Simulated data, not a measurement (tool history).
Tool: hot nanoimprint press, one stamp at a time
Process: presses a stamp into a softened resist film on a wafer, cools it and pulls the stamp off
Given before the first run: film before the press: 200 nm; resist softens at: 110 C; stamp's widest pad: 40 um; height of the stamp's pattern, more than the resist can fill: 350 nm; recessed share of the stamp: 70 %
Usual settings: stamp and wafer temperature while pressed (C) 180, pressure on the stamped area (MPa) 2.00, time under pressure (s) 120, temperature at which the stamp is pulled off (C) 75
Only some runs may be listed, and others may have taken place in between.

run     day  stamp and wafer temperature while pressed (C)  pressure on the stamped area (MPa)  time under pressure (s)  temperature at which the stamp is pulled off (C)  resist left under the stamp's widest pad (angstrom)  greatest force while the stamp is pulled off (N)
  1   0.000                                            180                                2.00                      120                                                75                                                  877                                               233
  2   0.450                                            172                                2.00                      120                                                75                                                 1187                                               239
  3   0.950                                            172                                2.00                       72                                                75                                                 1363                                               243
  4   1.517                                            180                                2.00                      120                                                75                                                  877                                               237
  5   2.100                                            191                                2.00                      120                                                75                                                  580                                               237
  6   2.583                                            191                                2.00                      120                                                75                                                  577                                               239
  7   3.204                                            180                                2.00                      120                                                75                                                  876                                               245
  8   3.654                                            180                                2.00                      120                                                75                                                  873                                               244
  9   4.146                                            180                                2.00                      120                                                75                                                  876                                               245
 10   4.654                                            180                                2.00                      120                                                75                                                  861                                               244
 11   5.233                                            180                                2.00                      120                                                75                                                  862                                               246
 12   5.517                                            180                                2.00                      120                                                75                                                  861                                               245
 13   6.138                                            180                                2.00                      120                                                75                                                  861                                               246
 14   6.512                                            180                                2.00                      120                                                75                                                  863                                               244
 15   6.821                                            180                                2.00                      120                                                75                                                  860                                               248
 16   7.233                                            180                                3.12                      120                                                61                                                  683                                               273
 17   7.625                                            176                                1.50                       88                                                61                                                 1247                                               266
 18   8.112                                            191                                2.00                      120                                                75                                                  585                                               246
 19   8.525                                            180                                1.44                      120                                                75                                                 1038                                               254
 20   8.800                                            180                                1.44                      120                                                75                                                 1037                                               255
 21   9.338                                            180                                1.44                      120                                                75                                                 1037                                               250
 22   9.646                                            180                                2.96                       61                                                65                                                  931                                               261
 23  10.054                                            180                                2.96                       61                                                65                                                  930                                               264
 24  10.446                                            180                                2.33                      120                                                67                                                  820                                               271
 25  10.867                                            180                                2.66                      173                                                81                                                  665                                               250
 26  11.442                                            180                                1.51                      172                                                75                                                  891                                               259
 27  11.862                                            169                                3.05                      172                                                73                                                  996                                               264
 28  12.221                                            169                                3.05                      172                                                73                                                  994                                               266
 29  12.733                                            169                                3.05                      172                                                73                                                  994                                               260

Between the runs listed above, the log contained 2 entries, not reproduced here. Where in the sequence does each belong, and how does what the log doesn't record of the tool's condition differ from the listed run before to the listed run after?
Run 9 -> run 10: plate thermocouple calibrated (day 4.304)
  true temperature over the reading, C: 0.6 -> 1; pressure that arrives at the usual setting, %: 98.58 -> 98.56; grip of the stamp's worn release coat, % over a new coat's: 16.8 -> 17.1
  measured result minus the result with no hidden state, resist left under the stamp's widest pad (angstrom): -15 -> -28; greatest force while the stamp is pulled off (N): +35 -> +34
Run 17 -> run 18: plate thermocouple calibrated, once more (day 7.983)
  true temperature over the reading, C: 1.08 -> 0.28; pressure that arrives at the usual setting, %: 98.4 -> 98.38; grip of the stamp's worn release coat, % over a new coat's: 19.2 -> 19.5
  measured result minus the result with no hidden state, resist left under the stamp's widest pad (angstrom): -37 -> -1; greatest force while the stamp is pulled off (N): +42 -> +39
